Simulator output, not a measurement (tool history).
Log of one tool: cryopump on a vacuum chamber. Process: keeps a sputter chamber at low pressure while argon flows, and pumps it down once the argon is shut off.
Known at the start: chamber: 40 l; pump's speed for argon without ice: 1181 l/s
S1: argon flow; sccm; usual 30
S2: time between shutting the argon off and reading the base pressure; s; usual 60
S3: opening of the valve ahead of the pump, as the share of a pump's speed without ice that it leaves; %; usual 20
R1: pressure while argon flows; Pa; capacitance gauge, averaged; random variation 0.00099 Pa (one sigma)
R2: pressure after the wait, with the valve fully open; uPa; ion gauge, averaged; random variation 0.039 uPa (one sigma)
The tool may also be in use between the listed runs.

{"run": 1, "hour": 0.0, "S1": 30, "S2": 60, "S3": 20, "R1": 0.2238, "R2": 2.74}
{"run": 2, "hour": 49.3, "S1": 30, "S2": 60, "S3": 20, "R1": 0.2228, "R2": 2.84}
{"run": 3, "hour": 95.5, "S1": 30, "S2": 60, "S3": 20, "R1": 0.2265, "R2": 2.92}
{"run": 4, "hour": 134.4, "S1": 30, "S2": 60, "S3": 18, "R1": 0.2533, "R2": 3.01}
{"run": 5, "hour": 158.2, "S1": 30, "S2": 38, "S3": 18, "R1": 0.2534, "R2": 4.27}
{"run": 6, "hour": 198.6, "S1": 30, "S2": 38, "S3": 18, "R1": 0.2538, "R2": 4.37}
{"run": 7, "hour": 232.7, "S1": 30, "S2": 38, "S3": 18, "R1": 0.2565, "R2": 4.3}
{"run": 8, "hour": 263.3, "S1": 30, "S2": 30, "S3": 20, "R1": 0.2325, "R2": 5.42}
{"hour": 278.5, "done": "pump warmed up, emptied and cooled again"}
{"run": 9, "hour": 306.7, "S1": 30, "S2": 30, "S3": 20, "R1": 0.2186, "R2": 5.03}
{"run": 10, "hour": 358.9, "S1": 30, "S2": 21, "S3": 20, "R1": 0.2195, "R2": 7.08}
{"run": 11, "hour": 392.9, "S1": 30, "S2": 60, "S3": 20, "R1": 0.2179, "R2": 3.14}
{"run": 12, "hour": 441.5, "S1": 30, "S2": 60, "S3": 20, "R1": 0.2189, "R2": 3.2}
{"run": 13, "hour": 492.4, "S1": 30, "S2": 60, "S3": 20, "R1": 0.2209, "R2": 3.19}
{"run": 14, "hour": 531.4, "S1": 30, "S2": 60, "S3": 20, "R1": 0.2226, "R2": 3.33}
{"run": 15, "hour": 555.7, "S1": 30, "S2": 60, "S3": 20, "R1": 0.2211, "R2": 3.44}
{"run": 16, "hour": 591.1, "S1": 30, "S2": 60, "S3": 20, "R1": 0.2237, "R2": 3.51}
{"run": 17, "hour": 626.0, "S1": 30, "S2": 60, "S3": 35, "R1": 0.1329, "R2": 3.61}
{"run": 18, "hour": 667.3, "S1": 30, "S2": 60, "S3": 35, "R1": 0.1341, "R2": 3.62}
{"run": 19, "hour": 690.2, "S1": 30, "S2": 60, "S3": 35, "R1": 0.135, "R2": 3.72}
{"run": 20, "hour": 735.7, "S1": 13, "S2": 49, "S3": 32, "R1": 0.0636, "R2": 4.26}
{"run": 21, "hour": 777.0, "S1": 57, "S2": 129, "S3": 42, "R1": 0.2233, "R2": 2.86}
{"run": 22, "hour": 827.3, "S1": 28, "S2": 20, "S3": 30, "R1": 0.1498, "R2": 8.31}
{"hour": 841.3, "done": "leaking fittings of the chamber tightened, without venting"}
{"hour": 864.8, "done": "pump warmed up, emptied and cooled again"}
{"run": 23, "hour": 868.9, "S1": 25, "S2": 39, "S3": 35, "R1": 0.1025, "R2": 3.42}
{"run": 24, "hour": 908.6, "S1": 25, "S2": 39, "S3": 35, "R1": 0.1041, "R2": 3.37}
{"run": 25, "hour": 938.2, "S1": 25, "S2": 39, "S3": 35, "R1": 0.104, "R2": 3.45}
{"run": 26, "hour": 961.6, "S1": 53, "S2": 60, "S3": 20, "R1": 0.3857, "R2": 2.35}
{"run": 27, "hour": 1006.4, "S1": 53, "S2": 60, "S3": 20, "R1": 0.3877, "R2": 2.53}
{"run": 28, "hour": 1061.3, "S1": 25, "S2": 119, "S3": 45, "R1": 0.0848, "R2": 1.61}
{"run": 29, "hour": 1102.0, "S1": 25, "S2": 119, "S3": 45, "R1": 0.085, "R2": 1.69}
{"run": 30, "hour": 1138.2, "S1": 25, "S2": 119, "S3": 45, "R1": 0.0859, "R2": 1.72}
{"run": 31, "hour": 1185.7, "S1": 30, "S2": 77, "S3": 20, "R1": 0.2241, "R2": 2.37}
{"run": 32, "hour": 1208.4, "S1": 28, "S2": 55, "S3": 51, "R1": 0.0884, "R2": 2.92}
{"run": 33, "hour": 1232.8, "S1": 19, "S2": 62, "S3": 19, "R1": 0.15, "R2": 2.77}
{"run": 34, "hour": 1256.8, "S1": 58, "S2": 148, "S3": 35, "R1": 0.2571, "R2": 1.69}

Forecast each of these 3 alternatives for the next run:
{"run": "A", "hour": 1298.1, "S1": 51, "S2": 41, "S3": 20, "R1": "?", "R2": "?"}
{"run": "B", "hour": 1298.1, "S1": 58, "S2": 148, "S3": 19, "R1": "?", "R2": "?"}
{"run": "C", "hour": 1298.1, "S1": 58, "S2": 45, "S3": 35, "R1": "?", "R2": "?"}

run=A R1=0.3851 R2=3.89
run=B R1=0.4634 R2=1.77
run=C R1=0.2625 R2=3.57
Without the tool's hidden state the same runs would have given:
run=A R1=0.363 R2=3.19
run=B R1=0.4382 R2=1.06
run=C R1=0.2374 R2=2.88
